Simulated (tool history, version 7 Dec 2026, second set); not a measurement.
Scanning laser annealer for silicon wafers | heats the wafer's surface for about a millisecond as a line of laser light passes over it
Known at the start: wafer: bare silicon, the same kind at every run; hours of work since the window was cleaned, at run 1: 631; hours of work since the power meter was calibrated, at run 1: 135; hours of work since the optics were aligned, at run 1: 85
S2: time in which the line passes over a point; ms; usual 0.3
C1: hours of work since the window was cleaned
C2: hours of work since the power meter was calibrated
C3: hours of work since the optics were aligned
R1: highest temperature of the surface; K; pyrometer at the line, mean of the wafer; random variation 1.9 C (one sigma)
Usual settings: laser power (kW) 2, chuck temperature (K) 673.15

run 1 day=0 | laser_power_(kW)=2 S2=0.3 chuck_temperature_(K)=673.15 | C1=631 C2=135 C3=85 | R1=1398.15
run 2 day=0.738 | laser_power_(kW)=2 S2=0.3 chuck_temperature_(K)=673.15 | C1=640 C2=143 C3=93 | R1=1399.15
run 3 day=1.525 | laser_power_(kW)=2 S2=0.222 chuck_temperature_(K)=673.15 | C1=649 C2=153 C3=103 | R1=1284.15
run 4 day=1.954 | laser_power_(kW)=2 S2=0.222 chuck_temperature_(K)=673.15 | C1=655 C2=158 C3=108 | R1=1283.15
run 5 day=2.821 | laser_power_(kW)=2 S2=0.222 chuck_temperature_(K)=673.15 | C1=665 C2=168 C3=118 | R1=1286.15
run 6 day=3.733 | laser_power_(kW)=2 S2=0.222 chuck_temperature_(K)=673.15 | C1=676 C2=179 C3=129 | R1=1283.15
run 7 day=4.338 | laser_power_(kW)=2 S2=0.3 chuck_temperature_(K)=673.15 | C1=683 C2=186 C3=136 | R1=1399.15
run 8 day=5.175 | laser_power_(kW)=2 S2=0.3 chuck_temperature_(K)=673.15 | C1=693 C2=196 C3=146 | R1=1400.15
run 9 day=5.75 | laser_power_(kW)=2 S2=0.3 chuck_temperature_(K)=673.15 | C1=700 C2=203 C3=153 | R1=1399.15
run 10 day=6.429 | laser_power_(kW)=2 S2=0.3 chuck_temperature_(K)=673.15 | C1=708 C2=212 C3=161 | R1=1399.15
run 11 day=7.229 | laser_power_(kW)=2 S2=0.3 chuck_temperature_(K)=673.15 | C1=718 C2=221 C3=171 | R1=1396.15
run 12 day=7.9 | laser_power_(kW)=2 S2=0.3 chuck_temperature_(K)=673.15 | C1=726 C2=229 C3=179 | R1=1401.15
run 13 day=8.421 | laser_power_(kW)=1.966 S2=0.3 chuck_temperature_(K)=673.15 | C1=732 C2=235 C3=185 | R1=1388.15
run 14 day=8.825 | laser_power_(kW)=2 S2=0.231 chuck_temperature_(K)=647.15 | C1=737 C2=240 C3=190 | R1=1274.15
run 15 day=9.271 | laser_power_(kW)=1.871 S2=0.301 chuck_temperature_(K)=647.15 | C1=742 C2=245 C3=195 | R1=1325.15
run 16 day=9.975 | laser_power_(kW)=2 S2=0.3 chuck_temperature_(K)=712.15 | C1=750 C2=254 C3=204 | R1=1439.15
run 17 day=10.342 | laser_power_(kW)=2 S2=0.3 chuck_temperature_(K)=712.15 | C1=755 C2=258 C3=208 | R1=1439.15
run 18 day=11.204 | laser_power_(kW)=1.997 S2=0.3 chuck_temperature_(K)=673.15 | C1=765 C2=269 C3=219 | R1=1399.15
run 19 day=12.029 | laser_power_(kW)=2.116 S2=0.218 chuck_temperature_(K)=673.15 | C1=775 C2=278 C3=228 | R1=1312.15
run 20 day=12.929 | laser_power_(kW)=2.087 S2=0.35 chuck_temperature_(K)=674.15 | C1=786 C2=289 C3=239 | R1=1506.15
run 21 day=13.692 | laser_power_(kW)=1.805 S2=0.35 chuck_temperature_(K)=674.15 | C1=795 C2=298 C3=248 | R1=1389.15
run 22 day=14.4 | laser_power_(kW)=1.931 S2=0.327 chuck_temperature_(K)=650.15 | C1=803 C2=307 C3=257 | R1=1387.15
run 23 day=15.246 | laser_power_(kW)=2.047 S2=0.214 chuck_temperature_(K)=673.15 | C1=813 C2=317 C3=267 | R1=1286.15
run 24 day=16.117 | laser_power_(kW)=2.047 S2=0.214 chuck_temperature_(K)=673.15 | C1=824 C2=327 C3=277 | R1=1287.15
run 25 day=17.029 | laser_power_(kW)=2.047 S2=0.214 chuck_temperature_(K)=673.15 | C1=835 C2=338 C3=288 | R1=1286.15

5 ways to go on from here, each from the tool as it stands after run 25. What would each give?
run A day=17.621 | laser_power_(kW)=2.047 S2=0.33 chuck_temperature_(K)=646.15 | C1=842 C2=345 C3=295 | R1=?
run B day=17.621 | laser_power_(kW)=1.96 S2=0.247 chuck_temperature_(K)=636.15 | C1=842 C2=345 C3=295 | R1=?
run C day=17.621 | laser_power_(kW)=1.906 S2=0.295 chuck_temperature_(K)=673.15 | C1=842 C2=345 C3=295 | R1=?
run D day=17.621 | laser_power_(kW)=2.105 S2=0.282 chuck_temperature_(K)=673.15 | C1=842 C2=345 C3=295 | R1=?
run E day=17.621 | laser_power_(kW)=2 S2=0.303 chuck_temperature_(K)=673.15 | C1=842 C2=345 C3=295 | R1=?

run=A R1=1433.15
run=B R1=1271.15
run=C R1=1358.15
run=D R1=1414.15
run=E R1=1404.15
Without the tool's hidden state the same runs would have given:
run=A R1=1435.15
run=B R1=1272.15
run=C R1=1360.15
run=D R1=1416.15
run=E R1=1405.15
